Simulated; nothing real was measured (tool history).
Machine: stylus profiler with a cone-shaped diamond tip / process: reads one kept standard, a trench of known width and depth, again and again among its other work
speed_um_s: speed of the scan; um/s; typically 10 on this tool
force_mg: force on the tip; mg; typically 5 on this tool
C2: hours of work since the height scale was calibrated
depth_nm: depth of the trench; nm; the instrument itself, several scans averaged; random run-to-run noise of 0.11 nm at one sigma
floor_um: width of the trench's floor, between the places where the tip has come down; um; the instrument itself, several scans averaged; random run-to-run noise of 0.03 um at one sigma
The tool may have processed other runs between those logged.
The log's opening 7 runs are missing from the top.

Run 8, hour 83.5: usual settings but force_mg 2.75 mg; scans with this tip 9812; C2 1190. Result: depth_nm 200.36 nm, floor_um 27.09 um.
Run 9, hour 92.1: usual settings but force_mg 2.75 mg; scans with this tip 9844; C2 1194. Result: depth_nm 200.18 nm, floor_um 27.08 um.
Run 10, hour 100.1: usual settings but force_mg 7.38 mg; scans with this tip 9873; C2 1197. Result: depth_nm 201.31 nm, floor_um 27.16 um.
Run 11, hour 110.4: usual settings; scans with this tip 9911; C2 1202. Result: depth_nm 200.9 nm, floor_um 27.07 um.
Run 12, hour 116.9: usual settings; scans with this tip 9934; C2 1205. Result: depth_nm 200.92 nm, floor_um 27.09 um.
Run 13, hour 125.2: usual settings; scans with this tip 9965; C2 1208. Result: depth_nm 200.64 nm, floor_um 27.14 um.
Run 14, hour 134.3: usual settings; scans with this tip 9998; C2 1212. Result: depth_nm 200.94 nm, floor_um 27.08 um.
Run 15, hour 145.5: usual settings; scans with this tip 10040; C2 1217. Result: depth_nm 200.79 nm, floor_um 27.06 um.
Run 16, hour 160.1: usual settings; scans with this tip 10093; C2 1224. Result: depth_nm 200.62 nm, floor_um 27.12 um.
Run 17, hour 174.8: usual settings; scans with this tip 10147; C2 1230. Result: depth_nm 200.78 nm, floor_um 27.09 um.
Run 18, hour 183.7: usual settings; scans with this tip 10180; C2 1234. Result: depth_nm 200.81 nm, floor_um 27.13 um.
Run 19, hour 196.5: usual settings but speed_um_s 11 um/s, force_mg 3.74 mg; scans with this tip 10227; C2 1240. Result: depth_nm 200.48 nm, floor_um 27.09 um.
Run 20, hour 207.2: usual settings but speed_um_s 11 um/s; scans with this tip 10266; C2 1245. Result: depth_nm 200.99 nm, floor_um 27.1 um.
Run 21, hour 214.5: usual settings but speed_um_s 4 um/s, force_mg 2.1 mg; scans with this tip 10293; C2 1248. Result: depth_nm 199.8 nm, floor_um 27.09 um.
Run 22, hour 220.7: usual settings but speed_um_s 4 um/s, force_mg 2.1 mg; scans with this tip 10316; C2 1251. Result: depth_nm 199.92 nm, floor_um 27.09 um.
Run 23, hour 227.9: usual settings but speed_um_s 4 um/s, force_mg 2.1 mg; scans with this tip 10342; C2 1254. Result: depth_nm 199.98 nm, floor_um 27.06 um.
Run 24, hour 239.9: usual settings but speed_um_s 16 um/s, force_mg 4.27 mg; scans with this tip 10386; C2 1259. Result: depth_nm 200.65 nm, floor_um 26.99 um.
At hour 241.1: height scale calibrated on a step standard.
Run 25, hour 250.5: usual settings but speed_um_s 32 um/s, force_mg 1.93 mg; scans with this tip 10424; C2 4. Result: depth_nm 199.27 nm, floor_um 27.06 um.
Run 26, hour 259.6: usual settings; scans with this tip 10457; C2 8. Result: depth_nm 200.01 nm, floor_um 27.06 um.
Run 27, hour 274.5: usual settings but speed_um_s 8 um/s, force_mg 3.2 mg; scans with this tip 10512; C2 15. Result: depth_nm 199.51 nm, floor_um 27.04 um.
Run 28, hour 284: usual settings but speed_um_s 19 um/s; scans with this tip 10547; C2 19. Result: depth_nm 200.1 nm, floor_um 27.11 um.
Run 29, hour 297.7: usual settings but speed_um_s 19 um/s; scans with this tip 10597; C2 25. Result: depth_nm 199.94 nm, floor_um 27 um.
Run 30, hour 310.2: usual settings but speed_um_s 19 um/s; scans with this tip 10643; C2 31. Result: depth_nm 199.98 nm, floor_um 27.04 um.
At hour 317: height scale calibrated on a step standard, once more.
Run 31, hour 323.8: usual settings but speed_um_s 17 um/s, force_mg 2.05 mg; scans with this tip 10691; C2 3. Result: depth_nm 200.79 nm, floor_um 26.99 um.

What will run 32 give?
Run 32, hour 332.5: usual settings but speed_um_s 17 um/s, force_mg 2.05 mg; scans with this tip 10723; C2 7. Result: depth_nm ?, floor_um ?.

{"run 32": {"depth_nm": 201.2, "floor_um": 26.99}}
The same run, on a tool lacking any hidden state, would have yielded depth_nm 201.15 nm, floor_um 27.97 um.
